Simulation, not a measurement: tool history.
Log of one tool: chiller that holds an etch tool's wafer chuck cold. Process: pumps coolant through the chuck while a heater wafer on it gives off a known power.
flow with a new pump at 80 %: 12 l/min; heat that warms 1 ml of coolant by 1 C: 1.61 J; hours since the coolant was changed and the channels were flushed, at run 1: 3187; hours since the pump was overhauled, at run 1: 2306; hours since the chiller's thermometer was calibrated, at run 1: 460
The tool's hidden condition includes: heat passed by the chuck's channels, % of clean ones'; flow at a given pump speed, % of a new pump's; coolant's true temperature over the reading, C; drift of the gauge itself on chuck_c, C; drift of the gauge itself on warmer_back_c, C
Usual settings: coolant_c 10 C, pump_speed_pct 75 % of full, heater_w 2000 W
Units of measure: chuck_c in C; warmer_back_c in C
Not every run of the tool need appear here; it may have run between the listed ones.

| run | hour | coolant_c | pump_speed_pct | heater_w | hours since the coolant was changed and the channels were flushed | hours since the pump was overhauled | hours since the chiller's thermometer was calibrated | chuck_c | warmer_back_c |
|---|---|---|---|---|---|---|---|---|---|
| 1 | 0.0 | 10 | 75 | 2000 | 3187 | 2306 | 460 | 24.5 | 6.78 |
| 2 | 61.8 | 10 | 80 | 2000 | 3248 | 2368 | 521 | 23.7 | 6.36 |
| 3 | 108.1 | 10 | 80 | 2000 | 3295 | 2414 | 568 | 23.6 | 6.34 |
| 4 | 169.1 | 10 | 80 | 2000 | 3356 | 2475 | 629 | 23.5 | 6.32 |
| 5 | 240.8 | 10 | 80 | 2000 | 3428 | 2547 | 700 | 23.4 | 6.34 |
| 6 | 314.2 | 10 | 80 | 2000 | 3501 | 2620 | 774 | 23.7 | 6.34 |
| 7 | 369.7 | 10 | 80 | 2000 | 3556 | 2676 | 829 | 23.6 | 6.39 |
| 8 | 444.3 | 10 | 80 | 2000 | 3631 | 2750 | 904 | 23.5 | 6.33 |
| 9 | 491.0 | 10 | 80 | 2000 | 3678 | 2797 | 951 | 23.6 | 6.35 |
| 10 | 559.3 | 10 | 63 | 2000 | 3746 | 2865 | 1019 | 27.0 | 8.38 |
| 11 | 597.4 | 10 | 63 | 2000 | 3784 | 2903 | 1057 | 27.0 | 8.41 |
| 12 | 659.9 | 10 | 63 | 2000 | 3847 | 2966 | 1120 | 26.8 | 8.40 |
| 13 | 732.0 | 5 | 75 | 2000 | 3919 | 3038 | 1192 | 19.4 | 6.86 |
| 14 | 796.9 | 15 | 75 | 2152 | 3984 | 3103 | 1257 | 30.8 | 7.38 |
| 15 | 836.3 | 15 | 75 | 2152 | 4023 | 3142 | 1296 | 30.6 | 7.34 |
| 16 | 911.6 | 11 | 82 | 2161 | 4098 | 3218 | 1371 | 25.6 | 6.66 |
| 17 | 971.2 | 11 | 82 | 2161 | 4158 | 3277 | 1431 | 25.8 | 6.66 |
| 18 | 1037.4 | 11 | 95 | 1293 | 4224 | 3343 | 1497 | 18.5 | 3.45 |
| 19 | 1131.5 | 11 | 95 | 1293 | 4318 | 3437 | 1591 | 18.5 | 3.39 |
| 20 | 1221.6 | 7 | 99 | 1646 | 4408 | 3528 | 1681 | 16.3 | 4.21 |
| 21 | 1289.2 | 5 | 96 | 1883 | 4476 | 3595 | 1749 | 15.9 | 4.89 |
| 22 | 1339.4 | 5 | 96 | 1883 | 4526 | 3645 | 1799 | 16.0 | 4.90 |
| 23 | 1402.9 | 1 | 65 | 2000 | 4590 | 3709 | 1863 | 17.6 | 8.14 |
| 24 | 1457.1 | 9 | 65 | 2000 | 4644 | 3763 | 1917 | 25.8 | 8.12 |
| 25 | 1496.7 | 16 | 79 | 1011 | 4683 | 3803 | 1956 | 22.8 | 3.31 |

Here are 4 independent what-if runs from the current tool condition. What would each one return?
| A | 1548.5 | 10 | 72 | 2000 | 4735 | 3854 | 2008 | ? | ? |
| B | 1548.5 | 8 | 64 | 2116 | 4735 | 3854 | 2008 | ? | ? |
| C | 1548.5 | 10 | 98 | 2000 | 4735 | 3854 | 2008 | ? | ? |
| D | 1548.5 | 4 | 74 | 2677 | 4735 | 3854 | 2008 | ? | ? |

| run | chuck_c | warmer_back_c |
|---|---|---|
| A | 25.4 | 7.29 |
| B | 25.8 | 8.79 |
| C | 21.6 | 5.10 |
| D | 23.9 | 9.36 |
Without the tool's hidden state the same runs would have given:
| run | chuck_c | warmer_back_c |
|---|---|---|
| A | 24.6 | 7.05 |
| B | 24.9 | 8.51 |
| C | 21.0 | 4.93 |
| D | 22.8 | 9.06 |

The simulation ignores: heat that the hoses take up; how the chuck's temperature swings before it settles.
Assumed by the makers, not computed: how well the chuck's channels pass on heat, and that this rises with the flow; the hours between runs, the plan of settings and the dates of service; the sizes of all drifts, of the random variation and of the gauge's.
